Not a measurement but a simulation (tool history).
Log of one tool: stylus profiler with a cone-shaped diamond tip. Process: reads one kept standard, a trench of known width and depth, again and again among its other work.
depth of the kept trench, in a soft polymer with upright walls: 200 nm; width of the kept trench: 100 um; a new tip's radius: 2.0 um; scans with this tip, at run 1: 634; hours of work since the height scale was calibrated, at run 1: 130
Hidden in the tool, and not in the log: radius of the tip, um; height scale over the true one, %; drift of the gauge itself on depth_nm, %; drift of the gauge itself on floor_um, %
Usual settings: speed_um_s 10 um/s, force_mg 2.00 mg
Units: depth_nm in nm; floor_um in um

| run | day | speed_um_s | force_mg | scans with this tip | hours of work since the height scale was calibrated | depth_nm | floor_um |
|---|---|---|---|---|---|---|---|
| 1 | 0.000 | 10 | 2.00 | 634 | 130 | 202.40 | 98.22 |
| 2 | 0.550 | 10 | 2.00 | 668 | 137 | 202.45 | 98.21 |
| 3 | 1.021 | 10 | 1.29 | 697 | 144 | 201.87 | 98.21 |
| 4 | 1.475 | 10 | 1.29 | 725 | 149 | 201.82 | 98.15 |
| 5 | 1.933 | 10 | 1.29 | 754 | 155 | 201.81 | 98.18 |
| 6 | 2.442 | 10 | 3.70 | 786 | 162 | 203.66 | 98.23 |
| 7 | 2.867 | 10 | 3.70 | 812 | 167 | 203.58 | 98.21 |
| 8 | 3.300 | 10 | 1.06 | 839 | 173 | 201.61 | 98.15 |
| 9 | 3.604 | 10 | 1.06 | 858 | 177 | 201.58 | 98.17 |
| 10 | 4.067 | 10 | 2.00 | 887 | 182 | 202.34 | 98.19 |
| 11 | 4.492 | 10 | 2.00 | 913 | 188 | 202.48 | 98.21 |
| 12 | 5.104 | 10 | 2.00 | 951 | 196 | 202.43 | 98.24 |
| 13 | 5.625 | 10 | 2.00 | 984 | 202 | 202.37 | 98.24 |
| 14 | 5.929 | 10 | 1.76 | 1002 | 206 | 202.16 | 98.23 |
| 15 | 6.533 | 10 | 2.13 | 1040 | 214 | 202.51 | 98.21 |
| 16 | 6.933 | 20 | 2.33 | 1065 | 219 | 202.66 | 98.12 |
| 17 | 7.396 | 20 | 2.33 | 1093 | 225 | 202.68 | 98.14 |
| 18 | 7.825 | 25 | 0.73 | 1120 | 231 | 201.28 | 98.04 |
| 19 | 8.375 | 12 | 1.16 | 1154 | 238 | 201.68 | 98.21 |
| 20 | 8.900 | 12 | 1.16 | 1187 | 244 | 201.76 | 98.20 |
| 21 | 9.508 | 5 | 3.84 | 1225 | 252 | 203.81 | 98.28 |

3 ways to go on from here, each from the tool as it stands after run 21. What would each give?
| A | 10.071 | 31 | 1.48 | 1260 | 259 | ? | ? |
| B | 10.071 | 6 | 0.83 | 1260 | 259 | ? | ? |
| C | 10.071 | 12 | 1.58 | 1260 | 259 | ? | ? |

| run | depth_nm | floor_um |
|---|---|---|
| A | 201.92 | 98.03 |
| B | 201.35 | 98.19 |
| C | 202.09 | 98.24 |
Without the tool's hidden state the same runs would have given:
| run | depth_nm | floor_um |
|---|---|---|
| A | 201.92 | 98.03 |
| B | 201.34 | 98.19 |
| C | 202.09 | 98.24 |

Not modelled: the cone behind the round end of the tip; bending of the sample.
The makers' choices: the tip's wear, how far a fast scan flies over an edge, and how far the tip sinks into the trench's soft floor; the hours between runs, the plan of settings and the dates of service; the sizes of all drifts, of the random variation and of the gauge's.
